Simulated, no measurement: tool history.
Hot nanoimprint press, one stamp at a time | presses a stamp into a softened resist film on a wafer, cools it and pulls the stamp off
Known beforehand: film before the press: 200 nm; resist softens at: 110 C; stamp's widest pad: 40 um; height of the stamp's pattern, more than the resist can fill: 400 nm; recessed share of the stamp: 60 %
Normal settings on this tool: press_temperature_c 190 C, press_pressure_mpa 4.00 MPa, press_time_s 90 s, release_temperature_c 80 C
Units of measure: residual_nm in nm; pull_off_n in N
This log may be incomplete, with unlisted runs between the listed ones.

{"run": 1, "hour": 0.0, "press_temperature_c": 190, "press_pressure_mpa": 4.0, "press_time_s": 90, "release_temperature_c": 80, "residual_nm": 83.7, "pull_off_n": 123}
{"run": 2, "hour": 27.2, "press_temperature_c": 190, "press_pressure_mpa": 4.0, "press_time_s": 90, "release_temperature_c": 80, "residual_nm": 82.2, "pull_off_n": 128}
{"run": 3, "hour": 50.6, "press_temperature_c": 190, "press_pressure_mpa": 4.0, "press_time_s": 90, "release_temperature_c": 80, "residual_nm": 82.7, "pull_off_n": 126}
{"run": 4, "hour": 67.2, "press_temperature_c": 190, "press_pressure_mpa": 4.0, "press_time_s": 90, "release_temperature_c": 80, "residual_nm": 84.0, "pull_off_n": 138}
{"run": 5, "hour": 92.4, "press_temperature_c": 190, "press_pressure_mpa": 4.0, "press_time_s": 90, "release_temperature_c": 80, "residual_nm": 83.1, "pull_off_n": 135}
{"hour": 97.7, "done": "plate thermocouple calibrated"}
{"run": 6, "hour": 120.1, "press_temperature_c": 190, "press_pressure_mpa": 4.0, "press_time_s": 90, "release_temperature_c": 80, "residual_nm": 86.3, "pull_off_n": 136}
{"run": 7, "hour": 145.8, "press_temperature_c": 190, "press_pressure_mpa": 4.0, "press_time_s": 90, "release_temperature_c": 80, "residual_nm": 85.2, "pull_off_n": 145}
{"run": 8, "hour": 170.6, "press_temperature_c": 190, "press_pressure_mpa": 5.41, "press_time_s": 90, "release_temperature_c": 67, "residual_nm": 75.9, "pull_off_n": 186}
{"hour": 196.8, "done": "press's hydraulic seals changed and the load cell set to zero"}
{"run": 9, "hour": 202.7, "press_temperature_c": 190, "press_pressure_mpa": 5.41, "press_time_s": 90, "release_temperature_c": 67, "residual_nm": 75.4, "pull_off_n": 187}
{"run": 10, "hour": 219.0, "press_temperature_c": 180, "press_pressure_mpa": 4.0, "press_time_s": 75, "release_temperature_c": 80, "residual_nm": 119.8, "pull_off_n": 151}
{"hour": 227.7, "done": "plate thermocouple calibrated, once more"}
{"run": 11, "hour": 244.0, "press_temperature_c": 185, "press_pressure_mpa": 3.06, "press_time_s": 80, "release_temperature_c": 84, "residual_nm": 107.2, "pull_off_n": 131}
{"run": 12, "hour": 274.7, "press_temperature_c": 192, "press_pressure_mpa": 6.12, "press_time_s": 80, "release_temperature_c": 84, "residual_nm": 65.3, "pull_off_n": 136}

Selected run-to-run steps in residual_nm, each split into two signed amounts: the part the tool would show with no hidden state at all (from settings, incoming material and random variation), and the remainder, which goes to the hidden state together with any gauge scatter not common to the measured and the hidden-state-free results:
Hidden state present: true temperature over the reading, C; pressure that arrives at the usual setting, %; grip of the stamp's worn release coat, % over a new coat's; drift of the gauge itself on residual_nm, %; drift of the gauge itself on pull_off_n, %.
Run 9 -> 10: press_temperature_c 190 -> 180, press_pressure_mpa 5.41 -> 4.00, press_time_s 90 -> 75, release_temperature_c 67 -> 80. residual_nm +44.4 nm: hidden state +2.2, all else +42.2.
Run 10 -> 11: press_temperature_c 180 -> 185, press_pressure_mpa 4.00 -> 3.06, press_time_s 75 -> 80, release_temperature_c 80 -> 84, plate thermocouple calibrated, once more. residual_nm -12.6 nm: hidden state -7.4, all else -5.2.
